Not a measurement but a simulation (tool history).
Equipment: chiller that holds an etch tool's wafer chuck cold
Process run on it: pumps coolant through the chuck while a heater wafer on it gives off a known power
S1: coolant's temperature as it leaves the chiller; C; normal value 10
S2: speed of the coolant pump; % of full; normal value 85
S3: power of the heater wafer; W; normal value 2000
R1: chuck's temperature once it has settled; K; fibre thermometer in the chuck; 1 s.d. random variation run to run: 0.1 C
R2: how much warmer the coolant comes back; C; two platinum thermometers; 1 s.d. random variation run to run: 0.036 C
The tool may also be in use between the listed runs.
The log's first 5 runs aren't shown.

Run 6, hour 148.7: usual settings but S2 70 % of full. Result: R1 310.45 K, R2 8.47 C.
Run 7, hour 181.5: usual settings but S2 70 % of full. Result: R1 310.35 K, R2 8.49 C.
Run 8, hour 209.9: usual settings but S2 75 % of full. Result: R1 309.25 K, R2 7.95 C.
Run 9, hour 232.8: usual settings but S2 75 % of full. Result: R1 309.25 K, R2 7.84 C.
Run 10, hour 258.8: usual settings but S2 75 % of full. Result: R1 309.35 K, R2 7.93 C.
Run 11, hour 294.0: usual settings but S2 75 % of full. Result: R1 309.55 K, R2 7.91 C.
Run 12, hour 318.6: usual settings. Result: R1 307.45 K, R2 6.96 C.
Run 13, hour 353.5: usual settings. Result: R1 307.55 K, R2 6.95 C.
Run 14, hour 389.5: usual settings but S2 64 % of full. Result: R1 312.15 K, R2 9.35 C.
Run 15, hour 414.6: usual settings but S2 64 % of full. Result: R1 312.25 K, R2 9.40 C.
Run 16, hour 436.6: usual settings but S1 20 C. Result: R1 317.55 K, R2 7.00 C.
Run 17, hour 464.0: usual settings but S1 20 C, S2 90 % of full. Result: R1 316.75 K, R2 6.63 C.
Run 18, hour 488.1: usual settings but S2 61 % of full, S3 1448 W. Result: R1 304.85 K, R2 7.15 C.
Run 19, hour 516.6: usual settings but S1 18 C, S2 99 % of full, S3 2392 W. Result: R1 317.85 K, R2 7.11 C.
Run 20, hour 547.9: usual settings but S1 19 C, S2 64 % of full, S3 1040 W. Result: R1 307.45 K, R2 4.94 C.
Run 21, hour 563.0: usual settings but S1 19 C, S2 64 % of full, S3 1040 W. Result: R1 307.45 K, R2 4.92 C.
Run 22, hour 582.9: usual settings but S1 13 C, S2 79 % of full, S3 1269 W. Result: R1 302.25 K, R2 4.81 C.
Run 23, hour 599.2: usual settings but S1 13 C, S2 79 % of full, S3 1269 W. Result: R1 302.35 K, R2 4.76 C.
Run 24, hour 622.8: usual settings but S2 68 % of full. Result: R1 311.25 K, R2 8.80 C.

Predict the results of run 25:
Run 25, hour 646.6: usual settings but S2 88 % of full, S3 1428 W. Result: R1 ?, R2 ?.

R1: 300.55 K
R2: 4.85 C
The same run, on a tool lacking any hidden state, would have yielded R1 299.15 K, R2 4.70 C.

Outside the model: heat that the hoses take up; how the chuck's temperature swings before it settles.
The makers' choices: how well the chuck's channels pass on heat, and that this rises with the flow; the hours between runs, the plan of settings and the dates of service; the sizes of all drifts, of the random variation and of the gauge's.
